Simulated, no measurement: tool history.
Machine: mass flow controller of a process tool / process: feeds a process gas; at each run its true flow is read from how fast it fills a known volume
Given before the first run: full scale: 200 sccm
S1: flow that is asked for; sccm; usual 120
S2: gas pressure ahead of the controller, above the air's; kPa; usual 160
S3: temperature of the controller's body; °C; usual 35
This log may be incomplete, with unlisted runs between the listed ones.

{"run": 1, "day": 0.0, "S1": 120, "S2": 160, "S3": 35, "true flow (%)": 99.19}
{"run": 2, "day": 5.808, "S1": 24, "S2": 160, "S3": 35, "true flow (%)": 98.35}
{"run": 3, "day": 11.312, "S1": 24, "S2": 160, "S3": 35, "true flow (%)": 98.4}
{"run": 4, "day": 18.879, "S1": 120, "S2": 160, "S3": 35, "true flow (%)": 98.87}
{"run": 5, "day": 30.888, "S1": 120, "S2": 160, "S3": 35, "true flow (%)": 98.75}
{"run": 6, "day": 40.621, "S1": 120, "S2": 160, "S3": 35, "true flow (%)": 98.61}
{"run": 7, "day": 47.038, "S1": 120, "S2": 163, "S3": 35, "true flow (%)": 98.53}
{"run": 8, "day": 56.158, "S1": 193, "S2": 160, "S3": 35, "true flow (%)": 98.83}
{"run": 9, "day": 61.912, "S1": 193, "S2": 160, "S3": 35, "true flow (%)": 98.86}
{"run": 10, "day": 69.283, "S1": 120, "S2": 160, "S3": 35, "true flow (%)": 98.36}
{"run": 11, "day": 78.85, "S1": 120, "S2": 160, "S3": 35, "true flow (%)": 98.06}
{"run": 12, "day": 86.154, "S1": 120, "S2": 160, "S3": 35, "true flow (%)": 98.14}
{"run": 13, "day": 95.446, "S1": 120, "S2": 160, "S3": 35, "true flow (%)": 98.01}
{"run": 14, "day": 104.429, "S1": 22, "S2": 160, "S3": 40, "true flow (%)": 97.14}
{"run": 15, "day": 110.308, "S1": 22, "S2": 160, "S3": 40, "true flow (%)": 96.89}
{"run": 16, "day": 117.458, "S1": 22, "S2": 160, "S3": 40, "true flow (%)": 97}
{"run": 17, "day": 128.679, "S1": 120, "S2": 267, "S3": 35, "true flow (%)": 97.7}
{"run": 18, "day": 139.1, "S1": 95, "S2": 157, "S3": 27, "true flow (%)": 97.68}
{"run": 19, "day": 147.275, "S1": 62, "S2": 217, "S3": 26, "true flow (%)": 97.31}
{"run": 20, "day": 152.546, "S1": 163, "S2": 217, "S3": 25, "true flow (%)": 97.98}
{"run": 21, "day": 159.321, "S1": 120, "S2": 160, "S3": 40, "true flow (%)": 97.01}
{"run": 22, "day": 167.062, "S1": 87, "S2": 183, "S3": 21, "true flow (%)": 97.36}
{"run": 23, "day": 178.6, "S1": 87, "S2": 249, "S3": 22, "true flow (%)": 97.4}
{"run": 24, "day": 184.771, "S1": 87, "S2": 249, "S3": 22, "true flow (%)": 97.28}
{"run": 25, "day": 193.775, "S1": 87, "S2": 249, "S3": 22, "true flow (%)": 97.05}

4 options for the next run, each taken on its own from the tool as it stands now. Forecast them:
{"run": "A", "day": 203.238, "S1": 23, "S2": 160, "S3": 37, "true flow (%)": "?"}
{"run": "B", "day": 203.238, "S1": 117, "S2": 176, "S3": 22, "true flow (%)": "?"}
{"run": "C", "day": 203.238, "S1": 53, "S2": 207, "S3": 21, "true flow (%)": "?"}
{"run": "D", "day": 203.238, "S1": 37, "S2": 160, "S3": 31, "true flow (%)": "?"}

run=A true_flow_(%)=96.01
run=B true_flow_(%)=97.09
run=C true_flow_(%)=96.67
run=D true_flow_(%)=96.44
Without the tool's unlogged condition, the same runs would have read:
run=A true_flow_(%)=98.42
run=B true_flow_(%)=99.54
run=C true_flow_(%)=99.1
run=D true_flow_(%)=98.86

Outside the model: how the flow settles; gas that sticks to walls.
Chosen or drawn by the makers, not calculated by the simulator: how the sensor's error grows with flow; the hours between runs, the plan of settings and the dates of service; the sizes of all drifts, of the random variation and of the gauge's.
